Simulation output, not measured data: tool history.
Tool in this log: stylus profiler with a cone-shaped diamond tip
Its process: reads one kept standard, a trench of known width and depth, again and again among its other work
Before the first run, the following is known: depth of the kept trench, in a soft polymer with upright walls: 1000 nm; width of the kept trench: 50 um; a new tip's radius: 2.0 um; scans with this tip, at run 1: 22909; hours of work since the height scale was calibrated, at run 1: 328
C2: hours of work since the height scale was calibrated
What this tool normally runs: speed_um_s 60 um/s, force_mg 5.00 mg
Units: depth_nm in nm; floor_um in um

run 1 hour=0.0 | speed_um_s=60 force_mg=5.00 | scans_with_this_tip=22909 C2=328 | depth_nm=1022.54 floor_um=44.79
run 2 hour=57.2 | speed_um_s=60 force_mg=5.00 | scans_with_this_tip=23357 C2=373 | depth_nm=1022.30 floor_um=44.78
run 3 hour=98.4 | speed_um_s=103 force_mg=5.00 | scans_with_this_tip=23679 C2=405 | depth_nm=1021.95 floor_um=44.59
run 4 hour=150.8 | speed_um_s=60 force_mg=5.00 | scans_with_this_tip=24089 C2=446 | depth_nm=1022.50 floor_um=44.75
run 5 hour=206.4 | speed_um_s=60 force_mg=2.30 | scans_with_this_tip=24525 C2=489 | depth_nm=1012.41 floor_um=44.68
run 6 hour=247.9 | speed_um_s=60 force_mg=5.00 | scans_with_this_tip=24850 C2=521 | depth_nm=1021.97 floor_um=44.65
run 7 hour=314.9 | speed_um_s=16 force_mg=5.00 | scans_with_this_tip=25374 C2=573 | depth_nm=1021.85 floor_um=44.72
run 8 hour=349.9 | speed_um_s=36 force_mg=3.96 | scans_with_this_tip=25648 C2=601 | depth_nm=1018.11 floor_um=44.72
run 9 hour=399.7 | speed_um_s=28 force_mg=2.15 | scans_with_this_tip=26038 C2=639 | depth_nm=1011.64 floor_um=44.68
run 10 hour=434.2 | speed_um_s=32 force_mg=9.09 | scans_with_this_tip=26308 C2=666 | depth_nm=1032.77 floor_um=44.69
run 11 hour=478.0 | speed_um_s=214 force_mg=5.00 | scans_with_this_tip=26651 C2=700 | depth_nm=1021.50 floor_um=44.18

Predict each of these 4 candidate next runs independently; none follows another, all start after run 11:
-- hour=522.6 new tip fitted, height scale calibrated
run A hour=552.1 | speed_um_s=214 force_mg=3.87 | scans_with_this_tip=231 C2=23 | depth_nm=? floor_um=?
-- hour=522.6 new tip fitted, height scale calibrated
run B hour=552.1 | speed_um_s=167 force_mg=9.84 | scans_with_this_tip=231 C2=23 | depth_nm=? floor_um=?
-- hour=522.6 new tip fitted, height scale calibrated
run C hour=552.1 | speed_um_s=63 force_mg=3.85 | scans_with_this_tip=231 C2=23 | depth_nm=? floor_um=?
-- hour=522.6 new tip fitted, height scale calibrated
run D hour=552.1 | speed_um_s=19 force_mg=3.01 | scans_with_this_tip=231 C2=23 | depth_nm=? floor_um=?

run=A depth_nm=1019.29 floor_um=46.00
run=B depth_nm=1035.67 floor_um=46.19
run=C depth_nm=1019.38 floor_um=46.34
run=D depth_nm=1016.19 floor_um=46.41
Had the tool no hidden state, the same runs would have come out as:
run=A depth_nm=1019.37 floor_um=46.07
run=B depth_nm=1035.76 floor_um=46.25
run=C depth_nm=1019.46 floor_um=46.41
run=D depth_nm=1016.27 floor_um=46.48
